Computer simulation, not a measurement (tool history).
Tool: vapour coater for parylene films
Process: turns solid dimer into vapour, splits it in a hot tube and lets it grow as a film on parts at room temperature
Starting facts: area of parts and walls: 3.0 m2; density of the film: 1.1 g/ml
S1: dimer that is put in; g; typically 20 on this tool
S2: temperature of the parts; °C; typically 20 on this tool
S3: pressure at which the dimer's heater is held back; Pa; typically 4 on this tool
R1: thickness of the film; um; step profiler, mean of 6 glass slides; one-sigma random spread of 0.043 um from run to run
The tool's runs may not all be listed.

| run | day | S1 | S2 | S3 | R1 |
|---|---|---|---|---|---|
| 1 | 0 | 20 | 20 | 4 | 4.54 |
| 2 | 0.675 | 20 | 20 | 4 | 4.52 |
| 3 | 1.088 | 20 | 20 | 4 | 4.59 |
| 4 | 1.633 | 20 | 29 | 4 | 3.77 |
| 5 | 2.125 | 20 | 29 | 4 | 3.85 |
| 6 | 2.446 | 20 | 20 | 4 | 4.51 |
| 7 | 3.017 | 20 | 12 | 4 | 5.26 |
| 8 | 3.692 | 20 | 12 | 4 | 5.29 |
| 9 | 4.079 | 20 | 12 | 4 | 5.14 |
| 10 | 4.554 | 20 | 12 | 4 | 5.23 |
| 11 | 5.092 | 20 | 12 | 4 | 5.17 |
| 12 | 5.488 | 20 | 20 | 4.14 | 4.51 |
| 13 | 6.008 | 20 | 20 | 4.14 | 4.36 |
| 14 | 6.583 | 20 | 20 | 4.14 | 4.47 |
| 15 | 7.046 | 20 | 20 | 4.14 | 4.42 |
| 16 | 7.617 | 20 | 20 | 4.14 | 4.35 |
| 17 | 8.208 | 20 | 20 | 4.14 | 4.41 |
| 18 | 8.879 | 20 | 20 | 4 | 4.45 |
| 19 | 9.45 | 20 | 20 | 4 | 4.49 |
| 20 | 10.046 | 20 | 20 | 4 | 4.44 |
| 21 | 10.721 | 20 | 20 | 5.35 | 4.07 |
| 22 | 11.262 | 20 | 20 | 5.35 | 4.15 |
| 23 | 11.808 | 20 | 20 | 5.35 | 4.15 |
| 24 | 12.283 | 20 | 20 | 2.3 | 4.96 |
| 25 | 12.971 | 20 | 20 | 2.3 | 4.99 |
| 26 | 13.288 | 14 | 23 | 10.81 | 2.35 |
| 27 | 13.892 | 14 | 23 | 10.81 | 2.33 |
| 28 | 14.238 | 14 | 25 | 2.63 | 3.1 |
| 29 | 14.65 | 14 | 25 | 2.63 | 3.08 |
| 30 | 15.008 | 31 | 25 | 2.63 | 6.76 |

The next listed run, before its measurement:
| 31 | 15.35 | 20 | 13 | 11.7 | ? |

R1: 3.91 um
The same run, on a tool lacking any hidden state, would have yielded R1 4.3 um.
